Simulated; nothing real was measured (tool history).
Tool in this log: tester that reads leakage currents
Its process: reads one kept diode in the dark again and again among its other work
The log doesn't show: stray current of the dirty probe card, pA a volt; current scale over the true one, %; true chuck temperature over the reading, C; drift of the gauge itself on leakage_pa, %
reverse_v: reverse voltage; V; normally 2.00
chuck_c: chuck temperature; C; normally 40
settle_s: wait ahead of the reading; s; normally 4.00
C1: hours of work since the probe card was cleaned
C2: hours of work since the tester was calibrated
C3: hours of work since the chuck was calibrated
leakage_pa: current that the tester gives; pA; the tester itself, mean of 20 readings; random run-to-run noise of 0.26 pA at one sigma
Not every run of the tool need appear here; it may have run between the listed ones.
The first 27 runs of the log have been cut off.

Run 28, hour 1314.2: usual settings but reverse_v 16.24 V, chuck_c 33 C; C1 225; C2 1152; C3 1055. Result: leakage_pa 179.71 pA.
At hour 1354.2: probe card cleaned and baked, once more.
Run 29, hour 1375.4: usual settings but reverse_v 2.27 V, chuck_c 25 C, settle_s 1.14 s; C1 14; C2 1190; C3 1093. Result: leakage_pa 27.23 pA.
Run 30, hour 1436.1: usual settings but reverse_v 2.84 V, chuck_c 25 C, settle_s 8.95 s; C1 53; C2 1229; C3 1132. Result: leakage_pa 30.89 pA.
Run 31, hour 1501.3: usual settings but reverse_v 15.68 V, chuck_c 24 C, settle_s 8.95 s; C1 95; C2 1271; C3 1174. Result: leakage_pa 79.26 pA.
Run 32, hour 1563.9: usual settings but reverse_v 15.68 V, chuck_c 24 C, settle_s 8.95 s; C1 135; C2 1311; C3 1214. Result: leakage_pa 79.07 pA.
Run 33, hour 1625.8: usual settings but reverse_v 1.87 V, chuck_c 20 C, settle_s 0.37 s; C1 175; C2 1351; C3 1254. Result: leakage_pa 16.46 pA.
Run 34, hour 1673.3: usual settings but reverse_v 19.97 V, settle_s 7.10 s; C1 206; C2 1382; C3 1284. Result: leakage_pa 305.92 pA.
Run 35, hour 1719.6: usual settings but reverse_v 19.97 V, settle_s 7.10 s; C1 235; C2 1412; C3 1314. Result: leakage_pa 305.02 pA.
Run 36, hour 1779.6: usual settings but reverse_v 19.97 V, settle_s 7.10 s; C1 274; C2 1450; C3 1353. Result: leakage_pa 302.91 pA.
Run 37, hour 1827.0: usual settings but reverse_v 12.15 V, chuck_c 23 C, settle_s 2.49 s; C1 305; C2 1481; C3 1383. Result: leakage_pa 62.96 pA.
Run 38, hour 1855.9: usual settings but reverse_v 5.67 V, chuck_c 44 C, settle_s 2.49 s; C1 323; C2 1500; C3 1402. Result: leakage_pa 189.38 pA.
Run 39, hour 1922.1: usual settings but reverse_v 5.67 V, chuck_c 44 C, settle_s 2.49 s; C1 366; C2 1542; C3 1445. Result: leakage_pa 188.29 pA.

Forecast each of these 5 alternatives for the next run:
Run A, hour 1969.4: usual settings but chuck_c 33 C, settle_s 2.05 s; C1 396; C2 1573; C3 1475. Result: leakage_pa ?.
Run B, hour 1969.4: usual settings but reverse_v 15.31 V, chuck_c 44 C, settle_s 0.81 s; C1 396; C2 1573; C3 1475. Result: leakage_pa ?.
Run C, hour 1969.4: usual settings but reverse_v 14.81 V, chuck_c 20 C, settle_s 0.55 s; C1 396; C2 1573; C3 1475. Result: leakage_pa ?.
Run D, hour 1969.4: usual settings but reverse_v 5.67 V, chuck_c 35 C, settle_s 0.61 s; C1 396; C2 1573; C3 1475. Result: leakage_pa ?.
Run E, hour 1969.4: usual settings but reverse_v 7.42 V, settle_s 2.10 s; C1 396; C2 1573; C3 1475. Result: leakage_pa ?.

run  leakage_pa
  A       45.86
  B      342.39
  C       58.11
  D       99.88
  E      166.48
Had the tool no hidden state, the same runs would have come out as:
run  leakage_pa
  A       52.03
  B      384.96
  C       64.03
  D      112.82
  E      187.85
